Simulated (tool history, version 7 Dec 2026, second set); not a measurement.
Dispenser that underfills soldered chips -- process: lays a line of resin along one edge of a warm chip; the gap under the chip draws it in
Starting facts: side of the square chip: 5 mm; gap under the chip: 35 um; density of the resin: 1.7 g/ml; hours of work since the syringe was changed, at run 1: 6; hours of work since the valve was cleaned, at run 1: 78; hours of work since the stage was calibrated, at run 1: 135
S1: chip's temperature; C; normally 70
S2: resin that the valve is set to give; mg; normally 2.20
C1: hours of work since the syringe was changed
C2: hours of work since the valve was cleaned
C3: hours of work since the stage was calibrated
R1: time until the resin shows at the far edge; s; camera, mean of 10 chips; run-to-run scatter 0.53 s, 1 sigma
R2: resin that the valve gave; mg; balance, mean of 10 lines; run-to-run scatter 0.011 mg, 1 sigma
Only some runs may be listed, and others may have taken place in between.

run 1 hour=0.0 | S1=70 S2=2.20 | C1=6 C2=78 C3=135 | R1=73.9 R2=2.14
-- hour=2.6 new syringe of resin
run 2 hour=6.3 | S1=70 S2=2.20 | C1=2 C2=82 C3=139 | R1=55.7 R2=2.14
run 3 hour=12.6 | S1=70 S2=2.20 | C1=7 C2=86 C3=143 | R1=75.8 R2=2.15
-- hour=14.0 new syringe of resin
run 4 hour=21.2 | S1=70 S2=2.20 | C1=5 C2=92 C3=149 | R1=65.3 R2=2.13
-- hour=25.9 new syringe of resin
run 5 hour=34.7 | S1=70 S2=2.20 | C1=6 C2=100 C3=157 | R1=72.5 R2=2.12
-- hour=37.3 new syringe of resin
run 6 hour=44.6 | S1=70 S2=2.20 | C1=5 C2=107 C3=164 | R1=67.5 R2=2.12
-- hour=49.1 new syringe of resin
run 7 hour=56.5 | S1=70 S2=2.20 | C1=5 C2=114 C3=171 | R1=67.2 R2=2.12
-- hour=60.7 new syringe of resin
run 8 hour=69.2 | S1=70 S2=2.20 | C1=6 C2=122 C3=179 | R1=72.9 R2=2.11
-- hour=72.6 new syringe of resin
run 9 hour=77.6 | S1=70 S2=2.20 | C1=3 C2=128 C3=185 | R1=58.2 R2=2.10
-- hour=85.0 new syringe of resin
run 10 hour=87.7 | S1=70 S2=2.20 | C1=2 C2=134 C3=191 | R1=52.6 R2=2.10
-- hour=92.0 dispensing valve cleaned and set on the balance
run 11 hour=95.3 | S1=60 S2=2.04 | C1=6 C2=2 C3=196 | R1=111.2 R2=2.06
-- hour=97.9 new syringe of resin
run 12 hour=105.9 | S1=60 S2=2.29 | C1=5 C2=9 C3=202 | R1=101.7 R2=2.28
-- hour=110.1 new syringe of resin
run 13 hour=118.3 | S1=70 S2=2.82 | C1=5 C2=17 C3=210 | R1=69.4 R2=2.81
-- hour=122.3 new syringe of resin
run 14 hour=131.1 | S1=70 S2=2.82 | C1=6 C2=25 C3=219 | R1=71.0 R2=2.78
-- hour=134.6 new syringe of resin
run 15 hour=140.3 | S1=70 S2=2.82 | C1=4 C2=31 C3=224 | R1=60.3 R2=2.80
-- hour=146.2 new syringe of resin
run 16 hour=146.2 | S1=67 S2=2.47 | C1=0 C2=35 C3=228 | R1=51.9 R2=2.45
run 17 hour=152.1 | S1=67 S2=2.47 | C1=4 C2=39 C3=232 | R1=70.6 R2=2.46
-- hour=158.3 new syringe of resin
run 18 hour=162.9 | S1=70 S2=2.79 | C1=3 C2=46 C3=239 | R1=56.0 R2=2.76
-- hour=170.6 new syringe of resin
run 19 hour=171.7 | S1=78 S2=2.26 | C1=1 C2=51 C3=245 | R1=36.7 R2=2.23

Measured result minus the same run's result without the hidden state. Both carry the same run-to-run variation, though not necessarily the same gauge scatter:
The tool's hidden condition here consists of: resin's viscosity, % of fresh resin's; dose that the valve gives, % of what is set; true chip temperature over the reading, C; drift of the gauge itself on fill_s, %; drift of the gauge itself on given_mg, %.
run=1 R1=+29.5 R2=-0.05
run=2 R1=+11.2 R2=-0.06
run=3 R1=+32.0 R2=-0.06
run=4 R1=+22.1 R2=-0.07
run=5 R1=+28.3 R2=-0.08
run=6 R1=+24.0 R2=-0.08
run=7 R1=+22.9 R2=-0.08
run=8 R1=+28.3 R2=-0.09
run=9 R1=+14.3 R2=-0.10
run=10 R1=+9.1 R2=-0.10
run=11 R1=+44.6 R2=+0.01
run=12 R1=+36.6 R2=+0.00
run=13 R1=+26.3 R2=-0.01
run=14 R1=+27.6 R2=-0.02
run=15 R1=+17.3 R2=-0.03
run=16 R1=+3.0 R2=-0.02
run=17 R1=+20.9 R2=-0.02
run=18 R1=+13.4 R2=-0.04
run=19 R1=+4.1 R2=-0.03
